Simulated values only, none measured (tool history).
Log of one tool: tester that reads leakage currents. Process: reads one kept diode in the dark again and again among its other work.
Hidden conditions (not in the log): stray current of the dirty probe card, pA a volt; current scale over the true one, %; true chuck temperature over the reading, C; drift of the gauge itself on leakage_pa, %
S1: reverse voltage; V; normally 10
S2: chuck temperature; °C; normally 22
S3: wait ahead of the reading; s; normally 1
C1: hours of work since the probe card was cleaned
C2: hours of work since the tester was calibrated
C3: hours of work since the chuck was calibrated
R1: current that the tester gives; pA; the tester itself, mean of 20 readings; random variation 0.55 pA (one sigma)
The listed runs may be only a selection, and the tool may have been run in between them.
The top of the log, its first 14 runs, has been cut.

run,hour,S1,S2,S3,C1,C2,C3,R1
# hour 373.1: chuck's temperature calibrated
15,411.6,10,22,0.48,691,1239,18,167.49
16,434.3,10,22,0.48,702,1250,28,168.02
# hour 438.8: chuck's temperature calibrated, once more
17,472,10,22,3.09,718,1266,15,184.96
18,509.4,1.9,22,3.09,735,1284,33,81.03
19,532.5,1.9,22,3.09,746,1294,43,81.06
20,561.9,17.1,26,0.64,760,1308,57,341.18
21,594.4,10,22,0.67,775,1323,72,186.08
22,632.2,10,22,0.67,792,1340,89,185.23
23,650.2,10,39,7.91,800,1349,98,746.06
24,683.9,10,38,7.91,816,1364,113,684.94
25,700.6,1,52,0.93,824,1372,121,644.87
26,734.3,1,52,0.93,839,1388,137,646.01
27,766.7,1,52,0.93,854,1403,151,647.74
28,803.1,1,52,0.93,871,1419,168,640.97
29,843.3,3,24,1.83,890,1438,187,118.49
30,871.2,3.2,22,1.46,902,1451,200,103.14
31,900.8,3.2,22,7.29,916,1465,213,102.47
32,934.8,2.7,36,0.32,932,1480,229,305.37
33,957.8,2.7,36,0.32,942,1491,240,304.69
34,993.7,7.9,23,5.07,959,1507,256,174.62

Forecast each of these 3 alternatives for the next run:
A,1027,10,31,1,974,1523,272,?
B,1027,1,38,2.21,974,1523,272,?
C,1027,10,22,2.63,974,1523,272,?

run,R1
A,383.95
B,218.48
C,180.9
Take away the tool's hidden state, keep each run's random variation, and the runs would have read:
run,R1
A,389.99
B,225.29
C,179.99
